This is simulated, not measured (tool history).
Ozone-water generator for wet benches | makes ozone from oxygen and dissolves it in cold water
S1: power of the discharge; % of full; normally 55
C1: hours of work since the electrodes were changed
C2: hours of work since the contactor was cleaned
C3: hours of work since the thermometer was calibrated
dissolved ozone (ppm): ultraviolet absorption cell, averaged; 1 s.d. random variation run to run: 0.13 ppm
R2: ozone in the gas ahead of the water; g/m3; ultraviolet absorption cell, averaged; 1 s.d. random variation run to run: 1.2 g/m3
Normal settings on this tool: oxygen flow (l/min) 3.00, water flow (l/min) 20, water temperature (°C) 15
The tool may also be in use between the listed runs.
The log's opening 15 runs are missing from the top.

run 16 hour=782.3 | S1=55 oxygen_flow_(l/min)=3.00 water_flow_(l/min)=20 water_temperature_(°C)=15 | C1=2225 C2=433 C3=1395 | dissolved_ozone_(ppm)=14.0 R2=204.4
run 17 hour=818.4 | S1=55 oxygen_flow_(l/min)=3.00 water_flow_(l/min)=12 water_temperature_(°C)=15 | C1=2249 C2=458 C3=1419 | dissolved_ozone_(ppm)=22.9 R2=204.7
run 18 hour=861.8 | S1=55 oxygen_flow_(l/min)=3.00 water_flow_(l/min)=12 water_temperature_(°C)=15 | C1=2278 C2=487 C3=1449 | dissolved_ozone_(ppm)=22.5 R2=204.2
run 19 hour=909.4 | S1=42 oxygen_flow_(l/min)=3.00 water_flow_(l/min)=20 water_temperature_(°C)=15 | C1=2311 C2=519 C3=1481 | dissolved_ozone_(ppm)=11.5 R2=165.7
run 20 hour=946.4 | S1=42 oxygen_flow_(l/min)=5.28 water_flow_(l/min)=14 water_temperature_(°C)=15 | C1=2336 C2=544 C3=1506 | dissolved_ozone_(ppm)=17.3 R2=126.4
run 21 hour=983.2 | S1=42 oxygen_flow_(l/min)=5.28 water_flow_(l/min)=14 water_temperature_(°C)=15 | C1=2360 C2=569 C3=1531 | dissolved_ozone_(ppm)=17.2 R2=130.1
run 22 hour=1024.6 | S1=55 oxygen_flow_(l/min)=5.18 water_flow_(l/min)=16 water_temperature_(°C)=15 | C1=2388 C2=597 C3=1559 | dissolved_ozone_(ppm)=18.8 R2=159.4
run 23 hour=1087.2 | S1=57 oxygen_flow_(l/min)=1.96 water_flow_(l/min)=20 water_temperature_(°C)=15 | C1=2431 C2=639 C3=1601 | dissolved_ozone_(ppm)=12.7 R2=253.7
run 24 hour=1114.7 | S1=89 oxygen_flow_(l/min)=3.00 water_flow_(l/min)=20 water_temperature_(°C)=15 | C1=2449 C2=658 C3=1619 | dissolved_ozone_(ppm)=20.0 R2=291.3
run 25 hour=1172.2 | S1=90 oxygen_flow_(l/min)=3.00 water_flow_(l/min)=16 water_temperature_(°C)=10 | C1=2488 C2=697 C3=1658 | dissolved_ozone_(ppm)=26.3 R2=295.3
run 26 hour=1218.5 | S1=90 oxygen_flow_(l/min)=4.92 water_flow_(l/min)=27 water_temperature_(°C)=22 | C1=2519 C2=728 C3=1690 | dissolved_ozone_(ppm)=15.4 R2=233.9
run 27 hour=1247.3 | S1=61 oxygen_flow_(l/min)=4.92 water_flow_(l/min)=27 water_temperature_(°C)=21 | C1=2539 C2=747 C3=1709 | dissolved_ozone_(ppm)=11.7 R2=174.9
run 28 hour=1282.4 | S1=55 oxygen_flow_(l/min)=4.87 water_flow_(l/min)=20 water_temperature_(°C)=15 | C1=2563 C2=771 C3=1733 | dissolved_ozone_(ppm)=15.4 R2=163.4
run 29 hour=1322.1 | S1=70 oxygen_flow_(l/min)=3.54 water_flow_(l/min)=28 water_temperature_(°C)=19 | C1=2589 C2=798 C3=1760 | dissolved_ozone_(ppm)=11.9 R2=226.9
run 30 hour=1353.3 | S1=70 oxygen_flow_(l/min)=3.54 water_flow_(l/min)=28 water_temperature_(°C)=19 | C1=2610 C2=819 C3=1781 | dissolved_ozone_(ppm)=11.9 R2=222.5
run 31 hour=1386.6 | S1=94 oxygen_flow_(l/min)=3.00 water_flow_(l/min)=24 water_temperature_(°C)=20 | C1=2633 C2=842 C3=1803 | dissolved_ozone_(ppm)=16.2 R2=302.1
run 32 hour=1434.5 | S1=59 oxygen_flow_(l/min)=3.00 water_flow_(l/min)=13 water_temperature_(°C)=20 | C1=2665 C2=874 C3=1836 | dissolved_ozone_(ppm)=20.5 R2=211.3
run 33 hour=1498.9 | S1=46 oxygen_flow_(l/min)=3.00 water_flow_(l/min)=13 water_temperature_(°C)=17 | C1=2709 C2=917 C3=1879 | dissolved_ozone_(ppm)=17.9 R2=176.7
run 34 hour=1550.4 | S1=46 oxygen_flow_(l/min)=3.00 water_flow_(l/min)=13 water_temperature_(°C)=17 | C1=2744 C2=952 C3=1914 | dissolved_ozone_(ppm)=17.7 R2=175.6

Here are 3 independent what-if runs from the current tool condition. What would each one return?
run A hour=1580.5 | S1=55 oxygen_flow_(l/min)=3.00 water_flow_(l/min)=18 water_temperature_(°C)=15 | C1=2764 C2=973 C3=1934 | dissolved_ozone_(ppm)=? R2=?
run B hour=1580.5 | S1=70 oxygen_flow_(l/min)=3.00 water_flow_(l/min)=14 water_temperature_(°C)=17 | C1=2764 C2=973 C3=1934 | dissolved_ozone_(ppm)=? R2=?
run C hour=1580.5 | S1=79 oxygen_flow_(l/min)=3.34 water_flow_(l/min)=19 water_temperature_(°C)=17 | C1=2764 C2=973 C3=1934 | dissolved_ozone_(ppm)=? R2=?

run=A dissolved_ozone_(ppm)=15.2 R2=202.0
run=B dissolved_ozone_(ppm)=22.8 R2=241.9
run=C dissolved_ozone_(ppm)=18.9 R2=253.2
Without the tool's hidden state the same runs would have given:
run=A dissolved_ozone_(ppm)=16.5 R2=216.2
run=B dissolved_ozone_(ppm)=25.0 R2=263.0
run=C dissolved_ozone_(ppm)=21.0 R2=277.4
